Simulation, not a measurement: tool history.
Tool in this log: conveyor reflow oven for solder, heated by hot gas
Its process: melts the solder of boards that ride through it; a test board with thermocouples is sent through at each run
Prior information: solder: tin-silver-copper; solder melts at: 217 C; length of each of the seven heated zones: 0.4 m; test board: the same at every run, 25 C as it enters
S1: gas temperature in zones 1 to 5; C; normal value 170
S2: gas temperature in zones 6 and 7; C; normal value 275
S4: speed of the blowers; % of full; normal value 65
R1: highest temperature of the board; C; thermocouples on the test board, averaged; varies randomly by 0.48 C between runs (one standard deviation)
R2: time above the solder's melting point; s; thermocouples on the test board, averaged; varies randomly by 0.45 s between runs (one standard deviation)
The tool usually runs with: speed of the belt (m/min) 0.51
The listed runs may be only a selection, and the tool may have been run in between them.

{"run": 1, "hour": 0.0, "S1": 170, "S2": 275, "speed of the belt (m/min)": 0.51, "S4": 65, "R1": 257.7, "R2": 74.6}
{"hour": 7.7, "done": "flux residue cleaned out of gas plates and filters"}
{"run": 2, "hour": 12.8, "S1": 170, "S2": 275, "speed of the belt (m/min)": 0.423, "S4": 65, "R1": 266.3, "R2": 97.7}
{"run": 3, "hour": 26.4, "S1": 170, "S2": 275, "speed of the belt (m/min)": 0.423, "S4": 65, "R1": 266, "R2": 98.3}
{"run": 4, "hour": 40.7, "S1": 170, "S2": 275, "speed of the belt (m/min)": 0.423, "S4": 65, "R1": 267, "R2": 98.4}
{"run": 5, "hour": 54.6, "S1": 170, "S2": 275, "speed of the belt (m/min)": 0.423, "S4": 65, "R1": 265.9, "R2": 99.4}
{"run": 6, "hour": 62.1, "S1": 170, "S2": 275, "speed of the belt (m/min)": 0.423, "S4": 65, "R1": 265.7, "R2": 97.2}
{"run": 7, "hour": 78.4, "S1": 170, "S2": 275, "speed of the belt (m/min)": 0.423, "S4": 65, "R1": 267.1, "R2": 97.9}
{"run": 8, "hour": 86.2, "S1": 170, "S2": 275, "speed of the belt (m/min)": 0.423, "S4": 65, "R1": 265.9, "R2": 98.4}
{"run": 9, "hour": 95.6, "S1": 170, "S2": 275, "speed of the belt (m/min)": 0.423, "S4": 65, "R1": 266.2, "R2": 98.7}
{"run": 10, "hour": 105.6, "S1": 170, "S2": 275, "speed of the belt (m/min)": 0.423, "S4": 65, "R1": 266, "R2": 97.6}
{"run": 11, "hour": 119.3, "S1": 170, "S2": 275, "speed of the belt (m/min)": 0.423, "S4": 65, "R1": 266.4, "R2": 98.8}
{"run": 12, "hour": 135.0, "S1": 157, "S2": 288, "speed of the belt (m/min)": 0.595, "S4": 85, "R1": 270.1, "R2": 66.1}
{"run": 13, "hour": 143.9, "S1": 180, "S2": 288, "speed of the belt (m/min)": 0.595, "S4": 69, "R1": 270.2, "R2": 73.4}
{"run": 14, "hour": 160.0, "S1": 180, "S2": 288, "speed of the belt (m/min)": 0.51, "S4": 71, "R1": 274.6, "R2": 88.7}
{"run": 15, "hour": 167.2, "S1": 167, "S2": 275, "speed of the belt (m/min)": 0.569, "S4": 65, "R1": 257.8, "R2": 64.8}
{"run": 16, "hour": 178.0, "S1": 162, "S2": 275, "speed of the belt (m/min)": 0.451, "S4": 65, "R1": 263.9, "R2": 86.2}
{"run": 17, "hour": 193.1, "S1": 182, "S2": 269, "speed of the belt (m/min)": 0.507, "S4": 83, "R1": 260.3, "R2": 82.3}
{"run": 18, "hour": 206.7, "S1": 180, "S2": 282, "speed of the belt (m/min)": 0.51, "S4": 69, "R1": 269.9, "R2": 85.8}
{"run": 19, "hour": 216.6, "S1": 171, "S2": 289, "speed of the belt (m/min)": 0.51, "S4": 69, "R1": 274.7, "R2": 85.8}
{"run": 20, "hour": 231.6, "S1": 182, "S2": 274, "speed of the belt (m/min)": 0.51, "S4": 77, "R1": 263.3, "R2": 83.7}

Expected results for the next run?
{"run": 21, "hour": 242.3, "S1": 161, "S2": 278, "speed of the belt (m/min)": 0.535, "S4": 57, "R1": "?", "R2": "?"}

R1: 258.5 C
R2: 67.3 s
On a tool with no hidden condition, and with the same random variation, this run would have come out at R1 260.2 C, R2 68.4 s.
